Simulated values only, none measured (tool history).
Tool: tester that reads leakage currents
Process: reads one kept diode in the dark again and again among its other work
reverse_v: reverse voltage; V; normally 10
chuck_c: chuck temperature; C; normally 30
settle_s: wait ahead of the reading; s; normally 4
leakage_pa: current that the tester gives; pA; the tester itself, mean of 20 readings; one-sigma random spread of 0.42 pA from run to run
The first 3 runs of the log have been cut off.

run	hour	reverse_v	chuck_c	settle_s	leakage_pa
4	371.1	10	33	4	177.86
5	586.8	10	33	4	177.5
6	682.4	10	33	4	176.84
7	828.3	10	33	4	177.12
8	969.5	5	30	4	92.25
9	1111.9	5	30	4	92.25
# hour 1148.2: tester calibrated
10	1258.9	5	30	4	93.56
11	1385	5	30	4	94
12	1549.2	5	30	4	93.79
13	1783.1	5	30	4	93.57
14	1916	5	30	4	93.33
15	2026	5	33	4	120.11
16	2136.9	5	33	4	120.64
17	2357.4	5	33	4	119.81
18	2480.4	10	30	4	137.39
19	2612.8	10	48	4	613.78
20	2815.4	10	48	4	614.9
# hour 2838.3: probe card cleaned and baked
21	2939.1	1.4	41	1.03	116.72
# hour 3083.9: chuck's temperature calibrated
22	3131.2	3.1	48	2.07	342.05

Predict the results of run 23:
23	3301.8	3.1	48	2.07	?

{"run 23": {"leakage_pa": 341.15}}
The same run, on a tool lacking any hidden state, would have yielded leakage_pa 338.98 pA.
